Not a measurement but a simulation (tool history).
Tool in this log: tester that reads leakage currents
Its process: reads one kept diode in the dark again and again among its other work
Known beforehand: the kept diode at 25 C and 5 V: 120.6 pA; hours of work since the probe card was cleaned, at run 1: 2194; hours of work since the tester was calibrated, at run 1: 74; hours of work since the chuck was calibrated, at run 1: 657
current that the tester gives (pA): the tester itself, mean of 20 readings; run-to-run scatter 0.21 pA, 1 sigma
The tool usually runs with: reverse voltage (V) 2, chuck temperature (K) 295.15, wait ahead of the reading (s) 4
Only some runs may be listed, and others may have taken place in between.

| run | hour | reverse voltage (V) | chuck temperature (K) | wait ahead of the reading (s) | hours of work since the probe card was cleaned | hours of work since the tester was calibrated | hours of work since the chuck was calibrated | current that the tester gives (pA) |
|---|---|---|---|---|---|---|---|---|
| 1 | 0 | 2 | 295.15 | 4 | 2194 | 74 | 657 | 73.99 |
| 2 | 46.5 | 2 | 295.15 | 4 | 2229 | 109 | 692 | 74.63 |
| 3 | 82.5 | 2 | 295.15 | 9.03 | 2256 | 137 | 719 | 74.6 |
| 4 | 127 | 2 | 295.15 | 9.03 | 2290 | 170 | 753 | 74.93 |
| 5 | 161.9 | 2 | 295.15 | 9.03 | 2316 | 197 | 779 | 75.1 |
| 6 | 212 | 2 | 295.15 | 0.36 | 2354 | 234 | 817 | 76.93 |
|  | 224 | chuck's temperature calibrated |
| 7 | 235.9 | 2 | 295.15 | 0.36 | 2371 | 251 | 9 | 72.69 |
| 8 | 263.8 | 1.87 | 295.15 | 0.36 | 2392 | 272 | 30 | 70.82 |
| 9 | 305.4 | 1.87 | 295.15 | 0.36 | 2423 | 304 | 62 | 70.99 |
| 10 | 337.6 | 2 | 295.15 | 8.89 | 2447 | 328 | 86 | 71.87 |
| 11 | 383.2 | 2 | 295.15 | 8.89 | 2482 | 362 | 120 | 71.58 |
| 12 | 426.2 | 2 | 295.15 | 8.89 | 2514 | 395 | 153 | 71.9 |
| 13 | 476.2 | 2 | 295.15 | 8.89 | 2552 | 433 | 191 | 71.86 |
| 14 | 525 | 2 | 295.15 | 4 | 2589 | 470 | 228 | 72.34 |
|  | 531.4 | probe card cleaned and baked |
| 15 | 568.9 | 2 | 295.15 | 4 | 28 | 501 | 258 | 73.72 |
| 16 | 604.5 | 2 | 295.15 | 4 | 55 | 527 | 285 | 73.44 |
|  | 633.4 | probe card cleaned and baked, once more |
| 17 | 639 | 2 | 295.15 | 4 | 4 | 551 | 309 | 70.13 |
| 18 | 673.7 | 2 | 295.15 | 4 | 30 | 577 | 335 | 70.47 |
| 19 | 717.3 | 1.6 | 295.15 | 4 | 63 | 610 | 368 | 65.7 |
| 20 | 755.1 | 1.6 | 295.15 | 4 | 92 | 639 | 397 | 65.31 |
| 21 | 802.4 | 1.6 | 295.15 | 4 | 128 | 675 | 433 | 65.17 |
| 22 | 824.1 | 1.37 | 300.15 | 1.03 | 144 | 691 | 449 | 91.13 |
| 23 | 869.8 | 2 | 329.15 | 0.95 | 179 | 726 | 484 | 776.7 |
| 24 | 905.1 | 1.24 | 329.15 | 1.97 | 205 | 752 | 510 | 648.7 |
| 25 | 933.2 | 1.24 | 329.15 | 4.24 | 227 | 774 | 532 | 647.32 |
| 26 | 982.6 | 1.69 | 296.15 | 5.89 | 264 | 811 | 569 | 73.44 |
| 27 | 1018.7 | 1.69 | 296.15 | 5.89 | 291 | 838 | 596 | 73.4 |
| 28 | 1070.6 | 1.04 | 302.15 | 2.74 | 330 | 878 | 635 | 97.19 |
| 29 | 1110.7 | 11.16 | 322.15 | 2.74 | 361 | 908 | 666 | 953.59 |
| 30 | 1150.9 | 11.16 | 311.15 | 3.37 | 391 | 938 | 696 | 451.72 |
| 31 | 1198.8 | 11.16 | 311.15 | 3.37 | 427 | 974 | 732 | 455.73 |
| 32 | 1233.8 | 13.27 | 328.15 | 0.31 | 454 | 1001 | 759 | 1513.52 |

Forecast run 33:
| 33 | 1262.1 | 13.27 | 328.15 | 0.31 | 475 | 1022 | 780 | ? |

{"run 33": {"current that the tester gives (pA)": 1512.78}}
On a tool with no hidden condition, and with the same random variation, this run would have come out at current that the tester gives (pA) 1422.77.

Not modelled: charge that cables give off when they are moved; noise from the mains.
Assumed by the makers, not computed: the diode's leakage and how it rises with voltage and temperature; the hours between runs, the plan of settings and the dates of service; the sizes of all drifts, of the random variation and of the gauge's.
